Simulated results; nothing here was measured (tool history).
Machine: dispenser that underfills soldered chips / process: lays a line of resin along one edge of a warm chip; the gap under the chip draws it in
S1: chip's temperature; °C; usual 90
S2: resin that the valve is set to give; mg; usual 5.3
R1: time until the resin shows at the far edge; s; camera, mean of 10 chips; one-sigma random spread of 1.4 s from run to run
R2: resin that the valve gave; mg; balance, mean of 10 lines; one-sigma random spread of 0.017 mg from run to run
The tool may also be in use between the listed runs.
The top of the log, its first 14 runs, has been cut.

run   hour   S1    S2     R1    R2
     121.5  -- new syringe of resin
 15  122.6   90   5.3  139.7  5.05
 16  130.6   80   5.3  281.9  5.06
       134  -- dispensing valve cleaned and set on the balance
     137.1  -- new syringe of resin
 17  143.9   90  6.89  160.9  6.81
     152.1  -- new syringe of resin
 18    156   90  5.25  151.1  5.17
 19  164.3  101   5.3  121.6   5.2
     166.8  -- new syringe of resin
 20  177.1   99  5.05  129.5  4.89
     181.7  -- new syringe of resin
 21    183   90  6.31  138.9  6.09
 22    195   83   5.3  267.4  5.11
     197.1  -- new syringe of resin
 23    201   90  6.39  143.8  6.13

The next listed run, before its measurement:
 24  208.5  90  6.39   ?   ?

R1: 182.2 s
R2: 6.08 mg
The same run, on a tool lacking any hidden state, would have yielded R1 136.8 s, R2 6.38 mg.
